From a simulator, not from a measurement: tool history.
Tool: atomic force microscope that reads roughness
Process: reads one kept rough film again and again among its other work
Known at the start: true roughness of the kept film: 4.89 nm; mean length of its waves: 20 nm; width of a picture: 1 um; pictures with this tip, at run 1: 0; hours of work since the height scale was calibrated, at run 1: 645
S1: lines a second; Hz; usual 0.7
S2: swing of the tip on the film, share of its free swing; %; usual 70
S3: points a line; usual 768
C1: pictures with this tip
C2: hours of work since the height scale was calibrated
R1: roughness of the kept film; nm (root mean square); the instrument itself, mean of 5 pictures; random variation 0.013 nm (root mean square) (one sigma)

Run 1, hour 0: usual settings; C1 0; C2 645. Result: R1 3.074 nm (root mean square).
Run 2, hour 18.5: usual settings but S2 82 %; C1 23; C2 657. Result: R1 2.803 nm (root mean square).
Run 3, hour 32.4: usual settings but S2 82 %; C1 40; C2 666. Result: R1 2.709 nm (root mean square).
Run 4, hour 50.6: usual settings; C1 63; C2 678. Result: R1 2.656 nm (root mean square).
Run 5, hour 79.1: usual settings; C1 99; C2 696. Result: R1 2.493 nm (root mean square).
Run 6, hour 105.7: usual settings but S3 389; C1 133; C2 714. Result: R1 2.296 nm (root mean square).
Run 7, hour 134.6: usual settings but S1 3.952 Hz; C1 169; C2 733. Result: R1 1.814 nm (root mean square).
Run 8, hour 159.6: usual settings but S1 1.403 Hz; C1 201; C2 749. Result: R1 1.973 nm (root mean square).
Run 9, hour 175.6: usual settings; C1 221; C2 760. Result: R1 1.997 nm (root mean square).
Run 10, hour 205.3: usual settings; C1 258; C2 779. Result: R1 1.879 nm (root mean square).
At hour 210.7: new tip fitted.
Run 11, hour 224.7: usual settings but S1 0.523 Hz; C1 17; C2 792. Result: R1 3.014 nm (root mean square).
Run 12, hour 249.7: usual settings but S1 0.523 Hz; C1 49; C2 808. Result: R1 2.799 nm (root mean square).
Run 13, hour 274.5: usual settings but S1 0.523 Hz; C1 80; C2 825. Result: R1 2.609 nm (root mean square).
Run 14, hour 297.3: usual settings but S1 0.523 Hz; C1 109; C2 839. Result: R1 2.456 nm (root mean square).
Run 15, hour 324.6: usual settings but S2 59 %; C1 143; C2 857. Result: R1 2.325 nm (root mean square).
Run 16, hour 344.7: usual settings but S2 59 %; C1 169; C2 871. Result: R1 2.225 nm (root mean square).
Run 17, hour 370.4: usual settings but S2 59 %; C1 201; C2 887. Result: R1 2.102 nm (root mean square).
Run 18, hour 392.1: usual settings but S2 59 %; C1 228; C2 902. Result: R1 2.005 nm (root mean square).
Run 19, hour 408.5: usual settings but S2 58 %; C1 249; C2 913. Result: R1 1.947 nm (root mean square).
At hour 420.9: new tip fitted.
Run 20, hour 433.6: usual settings but S2 58 %; C1 16; C2 929. Result: R1 3.016 nm (root mean square).
Run 21, hour 448.9: usual settings but S2 58 %; C1 35; C2 939. Result: R1 2.898 nm (root mean square).
Run 22, hour 479.7: usual settings but S2 58 %; C1 74; C2 959. Result: R1 2.647 nm (root mean square).
Run 23, hour 496.4: usual settings but S2 58 %; C1 95; C2 970. Result: R1 2.572 nm (root mean square).
Run 24, hour 509.5: usual settings but S2 58 %; C1 112; C2 979. Result: R1 2.459 nm (root mean square).
Run 25, hour 526.3: usual settings but S2 58 %; C1 133; C2 990. Result: R1 2.38 nm (root mean square).
Run 26, hour 545.2: usual settings but S1 0.533 Hz, S3 385; C1 157; C2 1002. Result: R1 2.182 nm (root mean square).
Run 27, hour 565.3: usual settings but S1 0.533 Hz, S3 385; C1 182; C2 1015. Result: R1 2.107 nm (root mean square).
Run 28, hour 585.5: usual settings but S1 1.096 Hz, S3 872; C1 207; C2 1028. Result: R1 1.994 nm (root mean square).
Run 29, hour 615.1: usual settings but S1 1.688 Hz, S3 872; C1 245; C2 1048. Result: R1 1.807 nm (root mean square).
At hour 631.5: new tip fitted.
Run 30, hour 642.2: usual settings but S1 0.976 Hz, S2 64 %; C1 13; C2 1065. Result: R1 2.99 nm (root mean square).
At hour 645.4: height scale calibrated on a step standard.
Run 31, hour 668.2: usual settings but S1 2.201 Hz, S2 60 %, S3 832; C1 45; C2 15. Result: R1 2.672 nm (root mean square).
Run 32, hour 691: usual settings but S2 88 %; C1 74; C2 30. Result: R1 2.447 nm (root mean square).
Run 33, hour 721.5: usual settings but S1 1.339 Hz, S2 88 %, S3 780; C1 112; C2 50. Result: R1 2.069 nm (root mean square).
Run 34, hour 741.3: usual settings but S2 75 %, S3 397; C1 137; C2 63. Result: R1 2.221 nm (root mean square).
At hour 746.5: height scale calibrated on a step standard, once more.
Run 35, hour 759: usual settings but S2 75 %, S3 397; C1 158; C2 8. Result: R1 2.173 nm (root mean square).
Run 36, hour 781.2: usual settings but S1 1.15 Hz, S2 68 %, S3 995; C1 186; C2 23. Result: R1 2.07 nm (root mean square).
Run 37, hour 809.1: usual settings but S1 1.06 Hz, S2 55 %, S3 995; C1 221; C2 41. Result: R1 2.033 nm (root mean square).

The next listed run, before its measurement:
Run 38, hour 826.9: usual settings but S1 1.06 Hz, S2 55 %, S3 995; C1 244; C2 53. Result: R1 ?.

{"run 38": {"R1": 1.953}}
Without the tool's hidden state the same run would have given R1 3.2 nm (root mean square).
